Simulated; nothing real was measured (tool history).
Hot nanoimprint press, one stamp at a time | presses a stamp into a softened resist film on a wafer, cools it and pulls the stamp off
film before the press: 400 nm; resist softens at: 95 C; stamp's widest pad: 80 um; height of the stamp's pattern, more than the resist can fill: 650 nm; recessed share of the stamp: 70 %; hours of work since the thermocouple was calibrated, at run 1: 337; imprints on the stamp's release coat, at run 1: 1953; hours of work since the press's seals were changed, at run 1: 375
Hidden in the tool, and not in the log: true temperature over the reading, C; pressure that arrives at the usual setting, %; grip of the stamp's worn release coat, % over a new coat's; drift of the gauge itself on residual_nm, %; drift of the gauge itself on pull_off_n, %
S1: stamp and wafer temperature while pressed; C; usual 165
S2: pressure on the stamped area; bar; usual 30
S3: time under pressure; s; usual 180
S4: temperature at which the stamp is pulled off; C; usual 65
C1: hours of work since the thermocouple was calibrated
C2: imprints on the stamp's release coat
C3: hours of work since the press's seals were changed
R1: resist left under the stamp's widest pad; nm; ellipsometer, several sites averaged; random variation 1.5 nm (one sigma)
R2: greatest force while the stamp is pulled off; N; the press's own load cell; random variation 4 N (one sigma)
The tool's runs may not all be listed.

{"run": 1, "hour": 0.0, "S1": 165, "S2": 30, "S3": 180, "S4": 65, "C1": 337, "C2": 1953, "C3": 375, "R1": 253.3, "R2": 424}
{"run": 2, "hour": 17.7, "S1": 165, "S2": 30, "S3": 180, "S4": 65, "C1": 345, "C2": 2000, "C3": 383, "R1": 255.8, "R2": 425}
{"run": 3, "hour": 37.0, "S1": 165, "S2": 30, "S3": 180, "S4": 65, "C1": 355, "C2": 2052, "C3": 393, "R1": 255.2, "R2": 421}
{"run": 4, "hour": 61.0, "S1": 165, "S2": 30, "S3": 180, "S4": 65, "C1": 366, "C2": 2116, "C3": 405, "R1": 258.3, "R2": 442}
{"hour": 69.6, "done": "stamp cleaned and given a new release coat"}
{"run": 5, "hour": 87.0, "S1": 165, "S2": 30, "S3": 180, "S4": 65, "C1": 376, "C2": 47, "C3": 414, "R1": 255.9, "R2": 213}
{"run": 6, "hour": 102.8, "S1": 165, "S2": 30, "S3": 180, "S4": 65, "C1": 384, "C2": 89, "C3": 422, "R1": 256.4, "R2": 206}
{"run": 7, "hour": 126.3, "S1": 165, "S2": 30, "S3": 180, "S4": 65, "C1": 395, "C2": 152, "C3": 433, "R1": 259.3, "R2": 224}
{"run": 8, "hour": 136.8, "S1": 165, "S2": 30, "S3": 180, "S4": 65, "C1": 400, "C2": 180, "C3": 439, "R1": 260.2, "R2": 231}
{"run": 9, "hour": 153.3, "S1": 165, "S2": 30, "S3": 180, "S4": 65, "C1": 408, "C2": 223, "C3": 447, "R1": 258.5, "R2": 227}
{"run": 10, "hour": 170.6, "S1": 165, "S2": 30, "S3": 180, "S4": 65, "C1": 417, "C2": 269, "C3": 455, "R1": 258, "R2": 228}
{"hour": 175.3, "done": "plate thermocouple calibrated"}
{"run": 11, "hour": 187.7, "S1": 165, "S2": 30, "S3": 180, "S4": 65, "C1": 6, "C2": 307, "C3": 462, "R1": 263, "R2": 237}
{"run": 12, "hour": 209.9, "S1": 165, "S2": 30, "S3": 180, "S4": 65, "C1": 17, "C2": 366, "C3": 473, "R1": 259.8, "R2": 245}
{"run": 13, "hour": 229.6, "S1": 165, "S2": 30, "S3": 180, "S4": 65, "C1": 27, "C2": 419, "C3": 482, "R1": 261.3, "R2": 250}
{"run": 14, "hour": 240.1, "S1": 166, "S2": 30, "S3": 180, "S4": 65, "C1": 32, "C2": 447, "C3": 488, "R1": 253.5, "R2": 250}
{"run": 15, "hour": 253.6, "S1": 167, "S2": 30, "S3": 180, "S4": 65, "C1": 38, "C2": 483, "C3": 494, "R1": 241.9, "R2": 255}
{"run": 16, "hour": 270.9, "S1": 175, "S2": 30, "S3": 180, "S4": 67, "C1": 47, "C2": 529, "C3": 503, "R1": 170.2, "R2": 249}
{"run": 17, "hour": 289.0, "S1": 175, "S2": 30, "S3": 180, "S4": 67, "C1": 55, "C2": 577, "C3": 511, "R1": 168.1, "R2": 247}
{"run": 18, "hour": 304.8, "S1": 170, "S2": 30, "S3": 180, "S4": 58, "C1": 63, "C2": 619, "C3": 519, "R1": 211.9, "R2": 318}
{"hour": 311.0, "done": "plate thermocouple calibrated, once more"}
{"run": 19, "hour": 328.9, "S1": 167, "S2": 30, "S3": 160, "S4": 65, "C1": 9, "C2": 675, "C3": 529, "R1": 230, "R2": 259}
{"run": 20, "hour": 342.3, "S1": 165, "S2": 19, "S3": 180, "S4": 56, "C1": 15, "C2": 711, "C3": 536, "R1": 278.9, "R2": 341}
{"run": 21, "hour": 355.7, "S1": 175, "S2": 19.1, "S3": 300, "S4": 63, "C1": 22, "C2": 747, "C3": 542, "R1": 153.4, "R2": 282}
{"run": 22, "hour": 371.2, "S1": 165, "S2": 46.5, "S3": 180, "S4": 65, "C1": 29, "C2": 788, "C3": 550, "R1": 204.5, "R2": 287}
{"run": 23, "hour": 394.2, "S1": 165, "S2": 30, "S3": 91, "S4": 72, "C1": 41, "C2": 850, "C3": 561, "R1": 289.2, "R2": 227}
{"run": 24, "hour": 413.5, "S1": 165, "S2": 37, "S3": 180, "S4": 58, "C1": 50, "C2": 901, "C3": 571, "R1": 226.7, "R2": 337}
{"run": 25, "hour": 429.6, "S1": 167, "S2": 36.7, "S3": 141, "S4": 59, "C1": 58, "C2": 944, "C3": 579, "R1": 223.2, "R2": 337}
{"run": 26, "hour": 446.6, "S1": 165, "S2": 30, "S3": 180, "S4": 61, "C1": 66, "C2": 989, "C3": 587, "R1": 242.6, "R2": 342}
{"run": 27, "hour": 463.8, "S1": 165, "S2": 30, "S3": 180, "S4": 61, "C1": 75, "C2": 1035, "C3": 595, "R1": 247.4, "R2": 331}
{"run": 28, "hour": 476.9, "S1": 174, "S2": 27.1, "S3": 180, "S4": 65, "C1": 81, "C2": 1070, "C3": 602, "R1": 169.2, "R2": 300}
{"run": 29, "hour": 491.8, "S1": 174, "S2": 27.1, "S3": 180, "S4": 65, "C1": 88, "C2": 1109, "C3": 609, "R1": 169.2, "R2": 314}

How the hidden state differs across the entries between the runs, from the last listed run before each to the first after it:
Between runs 4 and 5: stamp cleaned and given a new release coat (hour 69.6)
  true temperature over the reading, C: -1.52 -> -1.56; pressure that arrives at the usual setting, %: 98.88 -> 98.85; grip of the stamp's worn release coat, % over a new coat's: 121.9 -> 2.2
  measured less the result without the state, R1: +16.7 -> +17 nm; R2: +251 -> +14 N
Between runs 10 and 11: plate thermocouple calibrated (hour 175.3)
  true temperature over the reading, C: -1.72 -> -1.99; pressure that arrives at the usual setting, %: 98.75 -> 98.73; grip of the stamp's worn release coat, % over a new coat's: 13 -> 14.8
  measured less the result without the state, R1: +18.7 -> +21.6 nm; R2: +36 -> +42 N
Between runs 18 and 19: plate thermocouple calibrated, once more (hour 311)
  true temperature over the reading, C: -2.21 -> -0.03; pressure that arrives at the usual setting, %: 98.58 -> 98.55; grip of the stamp's worn release coat, % over a new coat's: 30.9 -> 33.9
  measured less the result without the state, R1: +21.7 -> +1.6 nm; R2: +87 -> +66 N
